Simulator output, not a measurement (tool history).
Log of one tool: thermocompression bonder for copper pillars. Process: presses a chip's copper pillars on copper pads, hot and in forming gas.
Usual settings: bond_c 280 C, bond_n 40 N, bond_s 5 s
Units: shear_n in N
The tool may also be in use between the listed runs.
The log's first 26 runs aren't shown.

| run | hour | bond_c | bond_n | bond_s | hours of work since the heater was calibrated | hours of work since the force cell was calibrated | hours of work since the gas filter was changed | shear_n |
|---|---|---|---|---|---|---|---|---|
|  | 200.3 | forming gas filter changed |
| 27 | 202.4 | 290 | 57 | 8 | 634 | 390 | 2 | 97.8 |
| 28 | 207.7 | 290 | 57 | 8 | 638 | 394 | 6 | 97.8 |
| 29 | 213.8 | 286 | 28 | 11 | 643 | 399 | 10 | 79.3 |
| 30 | 220.8 | 286 | 28 | 11 | 648 | 404 | 16 | 79.5 |
| 31 | 225.8 | 286 | 28 | 11 | 652 | 408 | 20 | 79.7 |
| 32 | 234.9 | 280 | 40 | 5 | 659 | 415 | 27 | 65.9 |
| 33 | 245.6 | 280 | 40 | 5 | 668 | 423 | 35 | 65.3 |
| 34 | 253.7 | 280 | 36 | 6 | 674 | 429 | 41 | 67.1 |
| 35 | 263.4 | 259 | 36 | 15 | 681 | 437 | 48 | 67.9 |
| 36 | 270 | 292 | 40 | 5 | 686 | 442 | 54 | 76.6 |
| 37 | 280.8 | 275 | 54 | 12 | 695 | 450 | 62 | 91.6 |
| 38 | 288.4 | 274 | 44 | 9 | 700 | 456 | 68 | 77.1 |
| 39 | 295.2 | 284 | 40 | 14 | 706 | 461 | 73 | 94.7 |

5 ways to go on from here, each from the tool as it stands after run 39. What would each give?
| A | 303.6 | 256 | 44 | 8 | 712 | 468 | 79 | ? |
| B | 303.6 | 288 | 40 | 3 | 712 | 468 | 79 | ? |
| C | 303.6 | 300 | 27 | 4 | 712 | 468 | 79 | ? |
| D | 303.6 | 256 | 58 | 9 | 712 | 468 | 79 | ? |
| E | 303.6 | 310 | 24 | 10 | 712 | 468 | 79 | ? |

| run | shear_n |
|---|---|
| A | 57.1 |
| B | 61.1 |
| C | 66.6 |
| D | 67.2 |
| E | 94.4 |
Without the tool's hidden state the same runs would have given:
| run | shear_n |
|---|---|
| A | 54.2 |
| B | 58.4 |
| C | 64 |
| D | 64 |
| E | 92.1 |

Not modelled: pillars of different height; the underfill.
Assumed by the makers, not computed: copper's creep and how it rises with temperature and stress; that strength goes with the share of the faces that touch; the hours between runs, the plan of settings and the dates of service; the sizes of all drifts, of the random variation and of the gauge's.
